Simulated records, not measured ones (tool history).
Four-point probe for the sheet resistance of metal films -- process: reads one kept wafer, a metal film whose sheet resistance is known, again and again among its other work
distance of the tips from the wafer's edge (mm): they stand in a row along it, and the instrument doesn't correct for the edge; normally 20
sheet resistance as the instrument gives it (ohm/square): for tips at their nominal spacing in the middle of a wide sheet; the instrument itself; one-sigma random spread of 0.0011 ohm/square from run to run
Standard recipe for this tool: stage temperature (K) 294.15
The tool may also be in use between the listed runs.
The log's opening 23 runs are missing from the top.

run    hour  stage temperature (K)  distance of the tips from the wafer's edge (mm)  touches since the probe head was changed  hours of work since the stage's thermometer was calibrated  sheet resistance as the instrument gives it (ohm/square)
 24  2477.5                 296.15                                               10                                     44469                                                         930                                                  5.387685
 25  2584.0                 293.15                                               20                                     48440                                                         993                                                  5.370641
 26  2718.9                 293.15                                               20                                     53468                                                        1074                                                  5.369835
 27  2779.3                 293.15                                               20                                     55719                                                        1109                                                  5.372683
 28  2844.8                 293.15                                               20                                     58163                                                        1148                                                  5.369407
 29  2936.7                 293.15                                               20                                     61587                                                        1203                                                  5.370779
 30  3058.5                 293.15                                               20                                     66130                                                        1275                                                  5.373630
 31  3155.5                 294.15                                               18                                     69746                                                        1333                                                  5.371562
 32  3263.2                 294.15                                               18                                     73761                                                        1397                                                  5.371056
     3347.0  -- stage's thermometer calibrated
 33  3388.8                 301.15                                               17                                     78424                                                          25                                                  5.340448
 34  3502.7                 301.15                                               17                                     82674                                                          93                                                  5.340532
 35  3599.7                 303.15                                               11                                     86289                                                         150                                                  5.354233
 36  3712.8                 295.15                                               25                                     90507                                                         217                                                  5.360616
 37  3853.3                 306.15                                               11                                     95743                                                         301                                                  5.343291
 38  3920.7                 294.15                                               49                                     98258                                                         341                                                  5.363720
 39  4033.8                 294.15                                               49                                    102473                                                         408                                                  5.361531
 40  4098.7                 291.15                                               56                                    104893                                                         447                                                  5.377347
 41  4220.1                 300.15                                                3                                    109422                                                         519                                                  5.799851
 42  4284.0                 293.15                                               43                                    111805                                                         557                                                  5.371536
 43  4364.8                 293.15                                               43                                    114817                                                         605                                                  5.370136
 44  4465.2                 305.15                                               51                                    118560                                                         664                                                  5.315464
 45  4607.4                 303.15                                               12                                    123859                                                         749                                                  5.355679

What if the next run were any one of these 3? Each begins from the tool's condition after run 45:
  A  4677.7                 292.15                                               61                                    126482                                                         791                                                         ?
  B  4677.7                 294.15                                               64                                    126482                                                         791                                                         ?
  C  4677.7                 295.15                                                7                                    126482                                                         791                                                         ?

run  sheet resistance as the instrument gives it (ohm/square)
  A                                                  5.377184
  B                                                  5.366709
  C                                                  5.454230
Stripped of hidden state, with their random variation kept, the same runs would have yielded:
run  sheet resistance as the instrument gives it (ohm/square)
  A                                                  5.347807
  B                                                  5.337397
  C                                                  5.424483
